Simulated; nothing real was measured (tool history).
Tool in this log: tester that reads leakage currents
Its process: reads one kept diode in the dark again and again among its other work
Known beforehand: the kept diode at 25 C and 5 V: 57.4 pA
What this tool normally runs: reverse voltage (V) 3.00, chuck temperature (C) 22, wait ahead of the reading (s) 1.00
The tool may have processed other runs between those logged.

run    hour  reverse voltage (V)  chuck temperature (C)  wait ahead of the reading (s)  current that the tester gives (pA)
  1     0.0                 3.00                     22                           1.00                               39.51
  2    68.0                 3.00                     22                           1.00                               39.77
  3   128.7                 3.00                     25                           1.00                               51.69
  4   193.7                 3.00                     22                           1.00                               39.76
  5   242.9                 3.00                     22                           1.00                               40.11
      269.1  -- chuck's temperature calibrated
  6   295.3                 3.00                     22                           1.00                               36.58
  7   327.4                 3.00                     22                           1.00                               36.68
  8   371.4                 3.00                     22                           1.00                               36.76
  9   438.0                 3.00                     35                           1.00                              116.64
 10   495.5                 3.00                     22                           1.00                               37.12
 11   561.7                 3.00                     22                           1.00                               37.27
 12   617.2                 3.00                     22                           1.00                               37.29
 13   685.5                 3.00                     22                           1.00                               37.67
 14   716.9                17.50                     37                           1.00                              334.94
 15   769.8                17.50                     37                           1.00                              336.87
 16   830.1                 2.68                     57                           2.92                              674.37
 17   863.7                 3.00                     22                           4.13                               37.14
 18   897.0                 3.00                     22                           4.13                               37.12
 19   958.1                11.85                     46                           1.00                              586.99
 20  1003.6                 1.09                     22                           0.99                               23.11
 21  1053.5                 1.09                     22                           0.99                               23.25
 22  1105.8                 1.09                     22                           0.99                               23.25
 23  1174.9                 2.64                     52                           1.13                              466.42
 24  1235.6                 2.64                     25                           6.79                               46.87
 25  1279.0                 8.58                     58                           1.00                             1313.33
 26  1331.4                 6.49                     44                           7.77                              377.24

Forecast each of these 4 alternatives for the next run:
  A  1405.1                 8.24                     49                           7.77                                   ?
  B  1405.1                 1.24                     32                           1.86                                   ?
  C  1405.1                 2.01                     42                           0.71                                   ?
  D  1405.1                13.07                     44                           4.05                                   ?

run  current that the tester gives (pA)
  A                              638.18
  B                               61.49
  C                              184.63
  D                              528.89
Stripped of hidden state, with their random variation kept, the same runs would have yielded:
run  current that the tester gives (pA)
  A                              593.09
  B                               56.51
  C                              171.40
  D                              487.13
